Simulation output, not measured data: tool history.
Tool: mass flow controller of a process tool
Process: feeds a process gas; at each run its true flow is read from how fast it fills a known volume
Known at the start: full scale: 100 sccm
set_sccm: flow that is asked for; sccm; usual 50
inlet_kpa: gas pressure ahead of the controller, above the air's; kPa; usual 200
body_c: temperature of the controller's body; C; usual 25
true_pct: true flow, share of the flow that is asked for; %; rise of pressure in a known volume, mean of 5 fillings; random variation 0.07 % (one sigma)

run    hour  set_sccm  inlet_kpa  body_c  true_pct
  1     0.0        50        200      25     99.19
  2   137.2        50        200      25     99.19
  3   225.2        50        200      25     99.06
  4   365.4        50        200      25     99.01
  5   507.9        50        200      25     98.97
  6   652.9        50        200      25     99.18
  7   745.9        50        200      25     99.08
  8   832.4        50        200      25     99.19
  9   958.6        50        200      25     99.25
 10  1045.1        50        200      25     99.35
 11  1198.0        50        200      25     99.25
 12  1287.9        50        200      25     99.30
 13  1413.1        50        200      25     99.25
 14  1515.0        50        200      25     99.27
 15  1655.9        50        200      25     99.15
 16  1747.5        50        200      25     99.38
 17  1860.9        62        200      25     99.68
 18  1990.4        62        200      25     99.70
 19  2066.5        62        200      25     99.83
 20  2220.0        62        200      25     99.83
 21  2315.5        17        186      39     98.76
 22  2387.2        17        186      39     98.72
 23  2515.4        68        200      28    100.36
 24  2622.5        84        192      28    100.63
 25  2727.1        28        174      28     98.94
 26  2872.1        18        227      20     96.64
 27  3003.3        31        143      25     99.15
 28  3162.2        50        211      25     99.35
 29  3277.4        50        163      28    100.18
 30  3361.7        38        200      25     99.08
 31  3463.1        61        175      38    101.39
 32  3629.3        47        200      38    100.58
 33  3764.9        47        200      38    100.83
 34  3865.0        47        200      38    100.77
 35  4018.4        47        200      38    100.84
 36  4123.1        14        162      34     96.86
 37  4293.2        14        162      34     96.84

Some steps in true_pct between neighbouring runs. How much of each would the tool show without its hidden state too (settings, what came in, random variation), and how much is left for the hidden state, with any gauge scatter that isn't in both results?
The hidden state here: flow at rest that the sensor doesn't see, % of full scale; true flow over the shown one, %; drift of the gauge itself on true_pct, %.
Run 20 -> 21: set_sccm 62 -> 17, inlet_kpa 200 -> 186, body_c 25 -> 39. true_pct -1.07 %: hidden state -1.70, all else +0.63.
Run 22 -> 23: set_sccm 17 -> 68, inlet_kpa 186 -> 200, body_c 39 -> 28. true_pct +1.64 %: hidden state +1.86, all else -0.22.
Run 26 -> 27: set_sccm 18 -> 31, inlet_kpa 227 -> 143, body_c 20 -> 25. true_pct +2.51 %: hidden state +1.11, all else +1.40.
Run 30 -> 31: set_sccm 38 -> 61, inlet_kpa 200 -> 175, body_c 25 -> 38. true_pct +2.31 %: hidden state +0.55, all else +1.76.
Run 35 -> 36: set_sccm 47 -> 14, inlet_kpa 200 -> 162, body_c 38 -> 34. true_pct -3.98 %: hidden state -3.16, all else -0.82.

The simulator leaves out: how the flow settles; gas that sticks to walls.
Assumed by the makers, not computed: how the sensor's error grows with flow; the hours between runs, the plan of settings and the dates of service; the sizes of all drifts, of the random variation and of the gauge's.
